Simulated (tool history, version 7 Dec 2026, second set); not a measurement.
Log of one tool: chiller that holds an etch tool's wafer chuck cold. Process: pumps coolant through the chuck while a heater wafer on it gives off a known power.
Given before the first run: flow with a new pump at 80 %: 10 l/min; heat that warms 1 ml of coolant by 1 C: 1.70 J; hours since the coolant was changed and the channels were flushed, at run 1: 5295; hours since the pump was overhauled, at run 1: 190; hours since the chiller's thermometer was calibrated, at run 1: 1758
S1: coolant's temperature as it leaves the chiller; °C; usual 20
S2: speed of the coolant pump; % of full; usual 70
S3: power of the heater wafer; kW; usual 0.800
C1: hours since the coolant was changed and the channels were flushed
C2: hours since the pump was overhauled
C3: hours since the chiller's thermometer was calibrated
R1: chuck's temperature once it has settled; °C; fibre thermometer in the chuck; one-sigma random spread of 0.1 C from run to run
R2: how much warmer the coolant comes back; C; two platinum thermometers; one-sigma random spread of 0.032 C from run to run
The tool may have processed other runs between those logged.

run,hour,S1,S2,S3,C1,C2,C3,R1,R2
1,0.0,20,70,0.800,5295,190,1758,26.7,3.26
2,40.7,20,70,0.800,5335,230,1799,26.7,3.26
3,88.1,20,70,0.800,5383,278,1846,26.7,3.25
4,135.2,20,70,0.800,5430,325,1893,26.8,3.21
5,176.5,20,70,0.800,5471,366,1935,26.8,3.18
# hour 211.3: coolant changed, channels flushed
6,211.9,20,70,0.800,1,396,1964,26.7,3.18
7,262.9,20,70,0.800,52,447,2015,26.6,3.19
8,329.1,20,70,0.800,118,513,2081,26.6,3.09
9,368.6,20,70,1.152,157,552,2121,29.6,4.53
10,423.9,20,70,0.800,213,608,2176,26.7,3.08
11,472.9,20,70,0.800,262,657,2225,26.8,3.07
12,501.1,20,90,0.800,290,685,2253,25.4,2.20
13,552.4,20,70,0.793,341,736,2305,26.4,2.95
14,585.0,20,70,0.793,374,769,2337,26.7,2.96
15,638.1,20,69,0.793,427,822,2390,26.8,2.93
16,689.7,20,70,0.467,478,873,2442,23.6,1.57
17,748.0,17,91,0.983,537,932,2500,23.7,2.65
18,783.3,17,91,0.983,572,967,2535,23.5,2.64
19,845.5,17,94,0.983,634,1029,2598,23.7,2.50
20,910.8,17,94,0.983,699,1095,2663,23.7,2.41
# hour 927.6: gauge calibrated
21,949.5,17,100,0.885,738,1133,2702,22.6,2.42
22,989.3,20,78,0.800,778,1173,2741,26.2,2.89
23,1055.8,11,87,0.411,845,1240,2808,14.0,1.25
24,1089.5,20,72,0.859,878,1273,2842,27.0,3.32
25,1140.6,16,99,1.036,929,1324,2893,22.6,2.87
26,1175.7,14,61,0.970,964,1359,2928,23.0,4.45
27,1218.3,17,61,0.970,1007,1402,2970,26.0,4.45
28,1269.6,22,62,0.800,1058,1453,3022,29.3,3.55
29,1328.8,15,87,1.146,1117,1513,3081,23.1,3.50
30,1386.9,15,87,1.146,1176,1571,3139,22.9,3.49
31,1426.8,15,88,0.553,1215,1611,3179,18.8,1.55

4 ways to go on from here, each from the tool as it stands after run 31. What would each give?
A,1473.4,11,95,0.901,1262,1657,3225,?,?
B,1473.4,10,62,0.553,1262,1657,3225,?,?
C,1473.4,14,71,0.553,1262,1657,3225,?,?
D,1473.4,20,70,0.708,1262,1657,3225,?,?

run,R1,R2
A,17.0,2.38
B,15.2,2.31
C,18.4,1.98
D,25.8,2.59
With the hidden condition removed and each run's random variation left untouched, the same runs would have given:
run,R1,R2
A,17.0,2.66
B,15.2,2.59
C,18.4,2.26
D,25.8,2.87

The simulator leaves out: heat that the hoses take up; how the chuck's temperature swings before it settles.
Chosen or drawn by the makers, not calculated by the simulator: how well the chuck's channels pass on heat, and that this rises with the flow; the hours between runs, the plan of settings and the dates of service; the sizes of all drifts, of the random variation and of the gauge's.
